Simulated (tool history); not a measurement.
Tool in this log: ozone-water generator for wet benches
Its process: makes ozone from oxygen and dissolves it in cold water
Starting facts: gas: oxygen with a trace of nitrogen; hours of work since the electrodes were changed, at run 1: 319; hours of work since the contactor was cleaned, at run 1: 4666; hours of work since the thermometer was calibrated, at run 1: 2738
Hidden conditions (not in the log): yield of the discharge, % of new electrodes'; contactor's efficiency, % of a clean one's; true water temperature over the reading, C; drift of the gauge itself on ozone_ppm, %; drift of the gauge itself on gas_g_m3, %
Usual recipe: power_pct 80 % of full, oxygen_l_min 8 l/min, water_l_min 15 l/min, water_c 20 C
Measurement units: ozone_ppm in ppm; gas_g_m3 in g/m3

run	hour	power_pct	oxygen_l_min	water_l_min	water_c	hours of work since the electrodes were changed	hours of work since the contactor was cleaned	hours of work since the thermometer was calibrated	ozone_ppm	gas_g_m3
1	0	80	8	15	20	319	4666	2738	30.1	225.1
2	24.1	80	8	15	20	338	4685	2757	29.8	223.6
3	58.5	41	8	15	20	365	4712	2784	18.5	138.1
4	93.9	41	8	15	20	392	4740	2812	18.6	136.4
5	130.3	41	8	15	20	421	4768	2840	18.3	135.8
6	154.7	41	8	15	20	440	4787	2860	18.5	136.2
7	176.6	41	8	15	20	457	4804	2877	18.5	138.3
8	201.7	80	8	15	20	477	4824	2896	29.9	223.8
9	226.2	80	8	15	20	496	4843	2916	30	222.7
10	244.9	80	8	15	20	511	4858	2930	30.2	221.2
11	268.1	80	8	15	20	529	4876	2949	30	221.6
12	296.7	80	8	15	20	552	4899	2971	30.2	221.8
13	328.4	80	8	15	20	576	4924	2996	30.1	222.6
14	361.2	80	8	15	20	602	4949	3022	29.8	223.1
15	376.9	80	8	15	20	615	4962	3034	30	218.7
16	401.9	80	8	15	27	634	4981	3054	25.7	221
17	428.2	80	7.27	15	13	655	5002	3074	34.5	231.5
18	443.9	53	5.63	13	19	667	5014	3087	25.6	192.2
19	479.4	48	13.72	12	20	695	5042	3114	21.2	117.5
20	513.2	80	6.75	10	20	721	5069	3141	39.2	238.7
21	546.1	89	6.57	15	20	747	5094	3167	32.5	261.5
22	571.1	89	6.07	15	19	767	5114	3186	33.5	269.6
23	600.8	89	6.07	15	19	790	5137	3210	33.4	273.2
24	633.7	89	6.07	15	19	816	5163	3235	33.5	269.4
25	668.1	42	8	15	23	843	5190	3263	17.6	137.7
26	690.5	42	8	15	23	861	5208	3280	17.6	137.6
# hour 696.2: contactor cleaned
27	728	44	12.24	23	23	887	25	3306	13	115.7
28	764.4	42	12.24	23	19	915	53	3335	13.3	112.7
29	794.2	42	12.24	23	21	939	77	3358	13.1	111.1
30	815.2	67	12.55	17	20	955	93	3375	23	155.1
31	849.6	67	12.55	17	20	982	120	3402	22.7	153.8
32	878.9	67	12.55	17	20	1005	143	3425	23.1	155.4

Below are 3 alternative next runs, each starting from the tool's condition after run 32. Predict each:
# hour 913.3: gauge calibrated
A	914	80	8	15	17	1033	171	3452	?	?
# hour 913.3: gauge calibrated
B	914	68	12.55	17	20	1033	171	3452	?	?
# hour 913.3: gauge calibrated
C	914	67	12.55	22	18	1033	171	3452	?	?

run	ozone_ppm	gas_g_m3
A	32.2	226.2
B	22.9	160.6
C	19.6	159.8
What these runs would have given with no unlogged condition in the tool:
run	ozone_ppm	gas_g_m3
A	32.2	226.2
B	22.9	160.6
C	19.7	159.8
